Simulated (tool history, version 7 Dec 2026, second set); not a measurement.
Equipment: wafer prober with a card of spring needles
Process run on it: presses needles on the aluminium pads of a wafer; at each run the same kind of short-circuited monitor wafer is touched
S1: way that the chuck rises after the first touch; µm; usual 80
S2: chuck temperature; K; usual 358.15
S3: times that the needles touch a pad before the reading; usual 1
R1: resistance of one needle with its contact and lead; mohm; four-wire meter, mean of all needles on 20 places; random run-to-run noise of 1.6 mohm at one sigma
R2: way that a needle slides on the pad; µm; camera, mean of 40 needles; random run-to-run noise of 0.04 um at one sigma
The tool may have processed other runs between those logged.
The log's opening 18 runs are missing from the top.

At hour 502.9: tips cleaned on abrasive film.
At hour 515.1: tips cleaned on abrasive film.
At hour 525.9: tips cleaned on abrasive film.
Run 19, hour 531.5: usual settings but S2 299.15 K. Result: R1 161 mohm, R2 13.17 µm.
At hour 538.1: tips cleaned on abrasive film.
At hour 549.7: tips cleaned on abrasive film.
At hour 561.6: tips cleaned on abrasive film.
Run 20, hour 566.2: usual settings but S1 97 µm, S2 325.15 K. Result: R1 161 mohm, R2 15.94 µm.
At hour 572.5: tips cleaned on abrasive film.
At hour 583.1: tips cleaned on abrasive film.
At hour 583.4: height of the first contact set anew.
At hour 595.0: tips cleaned on abrasive film.
Run 21, hour 601.8: usual settings but S1 66 µm, S2 335.15 K. Result: R1 171 mohm, R2 11.08 µm.
At hour 606.9: tips cleaned on abrasive film.
At hour 619.3: tips cleaned on abrasive film.
At hour 630.6: tips cleaned on abrasive film.
Run 22, hour 634.2: usual settings but S1 77 µm, S2 335.15 K. Result: R1 167 mohm, R2 12.81 µm.
At hour 642.9: tips cleaned on abrasive film.
At hour 654.0: tips cleaned on abrasive film.
Run 23, hour 662.0: usual settings but S1 82 µm, S2 351.15 K. Result: R1 168 mohm, R2 13.64 µm.
At hour 664.6: tips cleaned on abrasive film.
At hour 676.9: tips cleaned on abrasive film.
Run 24, hour 682.2: usual settings but S1 85 µm, S2 336.15 K. Result: R1 165 mohm, R2 14.13 µm.
At hour 689.3: tips cleaned on abrasive film.
At hour 701.4: tips cleaned on abrasive film.
At hour 712.6: tips cleaned on abrasive film.
Run 25, hour 713.2: usual settings but S1 85 µm, S2 336.15 K. Result: R1 160 mohm, R2 14.10 µm.
At hour 724.1: tips cleaned on abrasive film.
Run 26, hour 732.4: usual settings but S1 92 µm, S3 2. Result: R1 164 mohm, R2 15.20 µm.
At hour 735.0: tips cleaned on abrasive film.
At hour 746.3: tips cleaned on abrasive film.
Run 27, hour 752.0: usual settings but S1 62 µm, S2 365.15 K, S3 2. Result: R1 171 mohm, R2 10.21 µm.
At hour 758.0: tips cleaned on abrasive film.
At hour 768.0: height of the first contact set anew.
At hour 770.6: tips cleaned on abrasive film.
Run 28, hour 773.0: usual settings but S1 85 µm, S3 2. Result: R1 164 mohm, R2 14.32 µm.
At hour 782.2: tips cleaned on abrasive film.
Run 29, hour 791.1: usual settings but S1 78 µm, S2 304.15 K, S3 2. Result: R1 161 mohm, R2 13.03 µm.
At hour 793.3: tips cleaned on abrasive film.
At hour 806.0: tips cleaned on abrasive film.
At hour 817.8: tips cleaned on abrasive film.
Run 30, hour 825.9: usual settings but S1 64 µm, S2 355.15 K, S3 3. Result: R1 170 mohm, R2 10.64 µm.

3 options for the next run, each taken on its own from the tool as it stands now. Forecast them:
At hour 830.5: tips cleaned on abrasive film.
At hour 841.8: tips cleaned on abrasive film.
Run A, hour 844.3: usual settings but S1 64 µm, S2 329.15 K, S3 3. Result: R1 ?, R2 ?.
At hour 830.5: tips cleaned on abrasive film.
At hour 841.8: tips cleaned on abrasive film.
Run B, hour 844.3: usual settings but S1 78 µm, S2 335.15 K, S3 2. Result: R1 ?, R2 ?.
At hour 830.5: tips cleaned on abrasive film.
At hour 841.8: tips cleaned on abrasive film.
Run C, hour 844.3: usual settings but S3 2. Result: R1 ?, R2 ?.

run   R1     R2
  A  159  10.61
  B  161  12.94
  C  165  13.26
What these runs would have given with no unlogged condition in the tool:
run   R1     R2
  A  156  10.73
  B  158  13.06
  C  163  13.37
